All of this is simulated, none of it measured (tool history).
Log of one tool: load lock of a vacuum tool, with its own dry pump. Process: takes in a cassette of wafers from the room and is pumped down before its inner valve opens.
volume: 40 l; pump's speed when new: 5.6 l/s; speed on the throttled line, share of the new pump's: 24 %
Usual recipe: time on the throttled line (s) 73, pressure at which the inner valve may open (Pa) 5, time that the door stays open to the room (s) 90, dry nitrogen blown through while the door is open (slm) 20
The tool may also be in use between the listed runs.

run,hour,time on the throttled line (s),pressure at which the inner valve may open (Pa),time that the door stays open to the room (s),dry nitrogen blown through while the door is open (slm),"incoming humidity of the room's air, %",time from the closed door until the inner valve may open (s),rise of the pressure with all valves shut (Pa/min)
1,0.0,73,5,90,20,42.3,132.2,0.066
2,274.7,73,5,90,20,48.3,131.6,0.068
3,890.0,73,5,90,20,45.9,132.8,0.069
4,1318.2,73,6,90,20,45.1,129.3,0.069
5,1822.7,73,6,90,20,44.4,132.0,0.067
6,2309.7,73,6,90,10,46.2,133.1,0.099
7,2931.9,73,5,90,20,46.2,134.9,0.074
8,3339.4,73,5,90,20,49.3,133.9,0.083
9,3649.5,73,5,90,20,44.8,134.4,0.079
10,3918.2,73,5,90,20,45.4,134.3,0.082
11,4366.7,73,5,90,5,42.8,135.3,0.116
12,4889.5,73,5,90,5,46.0,133.2,0.127
13,5180.5,73,5,90,5,44.4,135.2,0.120
14,5599.6,73,5,90,5,47.5,135.4,0.126
15,6023.4,73,5,90,5,43.7,136.8,0.120
16,6294.9,59,8,90,20,44.3,121.5,0.096
17,6775.2,41,10,158,20,46.1,106.7,0.109
18,7182.1,41,10,158,20,47.3,107.2,0.117
19,7767.7,41,10,27,5,47.8,107.0,0.120
20,8088.6,73,4,90,15,47.9,138.8,0.119
21,8394.6,111,6,90,44,45.4,161.8,0.103
22,9000.3,111,6,90,44,44.2,163.1,0.101
# hour 9321.3: dry pump taken out, an overhauled one fitted
23,9354.4,39,5,81,20,43.3,101.2,0.116
24,9720.1,73,5,90,5,47.0,127.8,0.155
25,10081.3,73,5,90,5,42.6,127.8,0.154
26,10479.6,73,5,90,5,45.5,128.3,0.157
27,11105.4,73,9,33,20,42.3,124.2,0.123
28,11618.9,91,5,90,5,46.2,142.0,0.169

Below are 5 alternative next runs, each starting from the tool's condition after run 28. Predict each:
A,12088.1,139,9,90,11,44.3,?,?
B,12088.1,73,5,90,12,45.6,?,?
C,12088.1,37,5,90,42,43.2,?,?
D,12088.1,73,6,33,16,43.7,?,?
E,12088.1,118,5,105,20,43.2,?,?

run,time from the closed door until the inner valve may open (s),rise of the pressure with all valves shut (Pa/min)
A,172.5,0.152
B,128.4,0.153
C,103.1,0.120
D,126.8,0.135
E,162.1,0.142
Had the tool no hidden state, the same runs would have come out as:
run,time from the closed door until the inner valve may open (s),rise of the pressure with all valves shut (Pa/min)
A,171.4,0.045
B,126.7,0.047
C,101.1,0.015
D,125.1,0.029
E,160.7,0.037

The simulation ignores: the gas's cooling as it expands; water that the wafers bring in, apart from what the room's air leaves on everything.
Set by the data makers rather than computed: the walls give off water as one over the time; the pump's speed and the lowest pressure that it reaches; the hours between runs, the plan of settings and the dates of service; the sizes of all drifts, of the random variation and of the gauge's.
